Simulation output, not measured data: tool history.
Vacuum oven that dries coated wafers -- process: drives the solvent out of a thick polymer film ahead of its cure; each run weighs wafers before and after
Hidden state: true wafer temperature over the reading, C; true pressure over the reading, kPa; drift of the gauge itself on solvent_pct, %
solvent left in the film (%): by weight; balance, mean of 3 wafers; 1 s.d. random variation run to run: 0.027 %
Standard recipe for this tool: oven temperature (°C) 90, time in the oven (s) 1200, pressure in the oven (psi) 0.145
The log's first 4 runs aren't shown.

run,hour,oven temperature (°C),time in the oven (s),pressure in the oven (psi),hours of work since the thermocouples were calibrated,hours of work since the vacuum gauge was cleaned of residue,solvent left in the film (%)
5,233.6,80,840,0.145,375,1080,3.92
6,285.0,80,840,0.145,398,1103,3.93
7,367.0,90,1200,0.145,436,1141,0.89
8,447.2,90,1200,0.145,473,1178,0.87
9,492.2,90,1200,0.145,494,1199,0.87
10,559.8,90,1200,0.145,525,1230,0.83
11,612.8,90,1200,0.145,550,1255,0.87
12,671.3,90,600,0.145,577,1282,3.28
13,729.2,90,600,0.145,604,1309,3.24
14,788.9,90,1080,0.145,631,1336,1.03
15,878.2,90,1860,0.145,672,1378,0.42
16,970.1,90,1860,0.145,715,1420,0.43
17,1026.4,90,1860,0.145,741,1446,0.44
18,1110.8,90,1860,0.145,780,1485,0.41
19,1181.1,90,1860,0.145,812,1517,0.44
20,1272.5,90,1860,0.145,855,1560,0.48
21,1332.9,90,1860,0.145,882,1588,0.47
22,1382.3,90,1860,0.145,905,1610,0.43
23,1440.7,90,1860,0.145,932,1637,0.39
24,1482.4,84,1200,0.145,952,1657,1.42
25,1556.2,98,1440,0.126,986,1691,0.28
26,1611.0,98,1440,0.126,1011,1716,0.28
27,1683.0,76,780,0.364,1044,1749,5.70

Expected results for the next run?
# hour 1721.1: oven's thermocouples calibrated
28,1771.6,90,780,0.364,23,1789,?

solvent left in the film (%): 2.85
Without the tool's hidden state the same run would have given solvent left in the film (%) 2.75.
